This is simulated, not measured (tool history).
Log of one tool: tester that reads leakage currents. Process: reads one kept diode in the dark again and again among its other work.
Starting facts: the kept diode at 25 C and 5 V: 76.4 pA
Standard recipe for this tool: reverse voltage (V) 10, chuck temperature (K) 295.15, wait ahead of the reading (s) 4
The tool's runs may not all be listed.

run,hour,reverse voltage (V),chuck temperature (K),wait ahead of the reading (s),current that the tester gives (pA)
1,0,10,295.15,4,87.47
2,76.2,10,295.15,4,88.84
3,160.3,10,295.15,1.07,91.91
4,249.6,10,327.15,4,1410.01
5,302.7,10,327.15,4,1422.65
6,347,10,295.15,4,91.51
7,434.2,10,295.15,4,92.34
8,484,10,295.15,4,92.75
# hour 503.8: chuck's temperature calibrated
9,573.8,10,295.15,4,82.2
10,664.1,10,295.15,4,83.28
11,748.1,2.2,320.15,1.72,399.31
12,791.4,2.2,320.15,1.72,400.36
13,860.2,2,299.15,4.5,61.14
14,928.9,1.3,310.15,4.5,138.87
15,978.4,6.5,324.15,0.41,875.64
16,1024.6,3.5,295.15,5.43,53.99
17,1083.9,3.5,295.15,5.43,54.6
18,1170.2,1.5,300.15,5.06,60.67
19,1244.1,10,313.15,4.51,424.56

What if the next run were any one of these 4? Each begins from the tool's condition after run 19:
A,1312.2,1.3,326.15,5.34,?
B,1312.2,7.7,331.15,2.51,?
C,1312.2,9.4,323.15,1.06,?
D,1312.2,1.8,295.15,1.55,?

run,current that the tester gives (pA)
A,542.02
B,1650.07
C,951.3
D,42.07
With the hidden condition removed and each run's random variation left untouched, the same runs would have given:
run,current that the tester gives (pA)
A,519.3
B,1579.96
C,904.46
D,38.41

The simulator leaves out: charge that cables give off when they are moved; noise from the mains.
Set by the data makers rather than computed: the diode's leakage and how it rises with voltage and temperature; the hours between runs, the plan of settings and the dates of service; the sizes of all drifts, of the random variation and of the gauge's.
